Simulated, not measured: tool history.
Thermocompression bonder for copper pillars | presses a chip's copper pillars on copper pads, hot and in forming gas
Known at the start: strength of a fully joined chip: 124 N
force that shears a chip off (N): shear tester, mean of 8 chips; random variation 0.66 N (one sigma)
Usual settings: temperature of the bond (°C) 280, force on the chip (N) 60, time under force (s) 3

run,day,temperature of the bond (°C),force on the chip (N),time under force (s),force that shears a chip off (N)
1,0,280,60,3,70.6
2,1.062,290,60,3,80.6
3,2.75,290,60,3,81.3
# day 3.512: force cell calibrated
4,4.475,280,60,3,70.5
5,5.629,280,60,3,70.7
6,7.096,280,60,3,70.6
7,8.654,280,44,3,62.5
8,10.196,280,60,3,72.8
9,11.425,280,60,3,70.8
10,12.521,280,60,3,72.5
11,13.933,280,60,2,62.4
12,15.421,278,60,3,69.9
# day 16.333: forming gas filter changed
13,16.508,297,82,5,103.4
14,17.562,297,39,2,65.1
15,18.758,264,56,2,48.3
16,19.883,280,69,3,76.7
17,21.442,275,67,4,76.1
18,22.571,275,67,4,76.9
19,23.696,275,49,6,77.5
20,24.804,272,49,2,50.9
21,26.158,272,49,2,50.8

Forecast each of these 4 alternatives for the next run:
A,27.6,274,39,2,?
B,27.6,253,49,3,?
C,27.6,254,49,2,?
D,27.6,280,57,3,?

run,force that shears a chip off (N)
A,47.1
B,44.1
C,37.9
D,69.6
Without the tool's hidden state the same runs would have given:
run,force that shears a chip off (N)
A,46.9
B,43.9
C,37.8
D,69.4
